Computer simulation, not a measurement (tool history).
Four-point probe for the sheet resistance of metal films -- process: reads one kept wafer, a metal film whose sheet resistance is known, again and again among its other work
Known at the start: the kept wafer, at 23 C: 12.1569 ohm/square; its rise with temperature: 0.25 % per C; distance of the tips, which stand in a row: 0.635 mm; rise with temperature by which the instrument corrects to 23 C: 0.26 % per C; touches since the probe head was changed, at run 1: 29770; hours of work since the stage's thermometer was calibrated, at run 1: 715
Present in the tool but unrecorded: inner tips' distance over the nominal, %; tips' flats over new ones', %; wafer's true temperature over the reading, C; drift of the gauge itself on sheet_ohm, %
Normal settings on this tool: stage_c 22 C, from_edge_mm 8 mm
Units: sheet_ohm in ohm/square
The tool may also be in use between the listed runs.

run	hour	stage_c	from_edge_mm	touches since the probe head was changed	hours of work since the stage's thermometer was calibrated	sheet_ohm
1	0	22	8	29770	715	12.149037
2	20.9	22	8	30420	728	12.151223
3	47	22	8	31233	744	12.151468
4	96.9	22	8	32785	775	12.146895
5	124.4	22	8	33643	792	12.146966
6	169.2	22	12	35038	820	12.124707
7	212.7	28	8	36390	846	12.14348
# hour 215.4: stage's thermometer calibrated
8	253.2	28	8	37636	23	12.149711
9	299.6	28	8	39080	52	12.143698
10	332.2	20	37	40095	72	12.11059
# hour 362.9: stage's thermometer calibrated, once more
11	363.4	29	11	41050	0	12.11679
12	394.7	29	6	42025	20	12.165129
13	422.2	29	6	42882	37	12.163885
14	444	28	4	43561	50	12.253502
15	489.5	34	12	44976	78	12.103957

Predict each of these 3 candidate next runs independently; none follows another, all start after run 15:
A	516	30	35	45801	95	?
B	516	23	53	45801	95	?
C	516	20	7	45801	95	?

run	sheet_ohm
A	12.090782
B	12.09411
C	12.153094
Stripped of hidden state, with their random variation kept, the same runs would have yielded:
run	sheet_ohm
A	12.153164
B	12.156552
C	12.215839
